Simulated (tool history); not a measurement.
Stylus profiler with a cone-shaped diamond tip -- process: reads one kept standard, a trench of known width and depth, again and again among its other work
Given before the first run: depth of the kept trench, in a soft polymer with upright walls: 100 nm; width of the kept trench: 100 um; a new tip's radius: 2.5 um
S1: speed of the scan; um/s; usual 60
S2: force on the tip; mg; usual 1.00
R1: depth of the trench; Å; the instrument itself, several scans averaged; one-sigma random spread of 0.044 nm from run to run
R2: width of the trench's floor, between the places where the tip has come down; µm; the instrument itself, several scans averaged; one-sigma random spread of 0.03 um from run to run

run,hour,S1,S2,R1,R2
1,0.0,60,1.00,1000.0,97.81
2,69.3,60,1.07,999.9,97.78
3,140.7,60,0.99,999.0,97.75
4,247.8,60,0.92,999.2,97.68
5,320.1,60,0.92,998.7,97.71
6,394.1,51,0.92,998.3,97.70
7,455.4,51,0.92,998.8,97.67
8,596.6,51,0.92,998.1,97.68
9,705.1,60,1.00,998.0,97.62
10,790.0,31,1.00,998.8,97.63
11,866.8,31,1.00,998.3,97.67
12,999.4,31,1.00,998.3,97.59
13,1114.2,174,1.00,998.1,97.19
14,1246.8,71,1.00,997.3,97.48
15,1312.3,60,0.45,996.1,97.31
16,1376.1,17,0.42,996.1,97.47
17,1486.9,17,1.02,998.8,97.53
# hour 1577.6: height scale calibrated on a step standard
18,1597.3,17,1.02,1003.1,97.49
# hour 1622.1: new tip fitted, height scale calibrated
19,1669.7,17,1.02,1002.4,98.52
20,1795.9,45,0.36,1000.4,98.30
21,1913.9,194,0.68,1001.3,97.71
22,1983.3,15,0.39,1001.0,98.36
23,2093.2,60,2.87,1005.1,98.31
24,2193.2,26,1.61,1002.6,98.31
25,2319.1,22,0.40,1000.4,98.25
26,2436.8,16,0.68,1000.1,98.28
27,2537.8,60,0.42,1000.3,98.01
28,2659.8,60,0.61,999.9,98.00
29,2793.7,60,0.61,999.2,97.92

Consider 3 possible next runs. They are alternatives, not a sequence: every one starts from the tool as it was left by run 29. What does each give?
A,2900.0,70,0.95,?,?
B,2900.0,34,2.71,?,?
C,2900.0,57,1.59,?,?

run,R1,R2
A,1000.3,97.94
B,1003.7,98.11
C,1001.1,98.00
The same runs, with their run-to-run variation unchanged, on a tool lacking any hidden condition would have given:
run,R1,R2
A,1002.8,98.39
B,1006.2,98.56
C,1003.6,98.45
